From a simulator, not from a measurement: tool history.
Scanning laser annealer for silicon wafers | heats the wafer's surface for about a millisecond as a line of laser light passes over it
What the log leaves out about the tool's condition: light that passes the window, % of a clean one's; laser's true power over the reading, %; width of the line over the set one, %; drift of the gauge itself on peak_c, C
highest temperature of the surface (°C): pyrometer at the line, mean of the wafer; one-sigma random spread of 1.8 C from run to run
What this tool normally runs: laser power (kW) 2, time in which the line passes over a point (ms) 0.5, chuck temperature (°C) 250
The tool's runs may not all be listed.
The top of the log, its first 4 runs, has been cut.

run,hour,laser power (kW),time in which the line passes over a point (ms),chuck temperature (°C),hours of work since the window was cleaned,hours of work since the power meter was calibrated,hours of work since the optics were aligned,highest temperature of the surface (°C)
5,69.8,2,0.5,255,148,258,1351,940
6,89.8,2,0.5,255,161,271,1364,938
7,104.4,1.855,0.5,250,171,280,1374,886
8,119.9,2,0.5,250,181,290,1384,933
9,139.2,2,0.5,250,194,303,1397,932
10,160.9,2,0.5,278,208,317,1411,961
11,182.4,2,0.417,250,222,331,1425,870
12,203.7,2,0.5,250,236,345,1439,934
13,216,2,0.5,250,244,354,1447,934
14,238.1,2,0.5,250,259,368,1462,932
15,258.8,2,0.5,250,272,382,1475,933
16,277.2,2,0.5,250,284,394,1487,930
17,297.4,2,0.5,250,297,407,1501,930
18,308,1.938,0.5,250,304,414,1507,910
19,321.4,2,0.5,224,313,423,1516,902
20,342.8,2,0.5,224,327,437,1530,901

For run 21, what comes out?
21,357.5,2.082,0.5,250,337,446,1540,?

Logged for run 21: highest temperature of the surface (°C) 955.
With no hidden state in the tool, this same run would have given highest temperature of the surface (°C) 978.

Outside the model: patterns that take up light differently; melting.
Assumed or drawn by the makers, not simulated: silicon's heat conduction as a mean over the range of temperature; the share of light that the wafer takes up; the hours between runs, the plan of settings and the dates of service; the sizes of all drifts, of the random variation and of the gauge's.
